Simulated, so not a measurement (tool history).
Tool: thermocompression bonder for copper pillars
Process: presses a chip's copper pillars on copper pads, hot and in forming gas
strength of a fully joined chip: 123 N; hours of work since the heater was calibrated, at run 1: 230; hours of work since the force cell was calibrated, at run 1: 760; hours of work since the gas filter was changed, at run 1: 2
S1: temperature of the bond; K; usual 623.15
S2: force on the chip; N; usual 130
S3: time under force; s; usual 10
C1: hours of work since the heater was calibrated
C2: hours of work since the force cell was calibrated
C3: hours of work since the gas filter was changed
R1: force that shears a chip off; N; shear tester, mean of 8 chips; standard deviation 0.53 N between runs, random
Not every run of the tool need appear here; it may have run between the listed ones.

{"run": 1, "hour": 0.0, "S1": 623.15, "S2": 130, "S3": 10, "C1": 230, "C2": 760, "C3": 2, "R1": 68.6}
{"run": 2, "hour": 52.3, "S1": 623.15, "S2": 130, "S3": 10, "C1": 263, "C2": 794, "C3": 36, "R1": 65.9}
{"run": 3, "hour": 126.9, "S1": 623.15, "S2": 130, "S3": 10, "C1": 310, "C2": 841, "C3": 83, "R1": 63.8}
{"hour": 193.4, "done": "force cell calibrated"}
{"run": 4, "hour": 207.4, "S1": 623.15, "S2": 130, "S3": 10, "C1": 361, "C2": 9, "C3": 133, "R1": 58.5}
{"hour": 218.0, "done": "heater calibrated with a thermocouple chip"}
{"hour": 242.1, "done": "forming gas filter changed"}
{"run": 5, "hour": 261.5, "S1": 623.15, "S2": 130, "S3": 10, "C1": 27, "C2": 42, "C3": 12, "R1": 61.9}
{"run": 6, "hour": 324.4, "S1": 608.15, "S2": 140, "S3": 24, "C1": 67, "C2": 82, "C3": 52, "R1": 73.2}
{"run": 7, "hour": 388.8, "S1": 608.15, "S2": 140, "S3": 5, "C1": 108, "C2": 123, "C3": 93, "R1": 40.3}

Expected results for the next run?
{"run": 8, "hour": 448.9, "S1": 628.15, "S2": 96, "S3": 9, "C1": 147, "C2": 161, "C3": 132, "R1": "?"}

R1: 43.7 N
If the tool had no hidden condition, the same run with the same run-to-run variation would have returned R1 47.8 N.
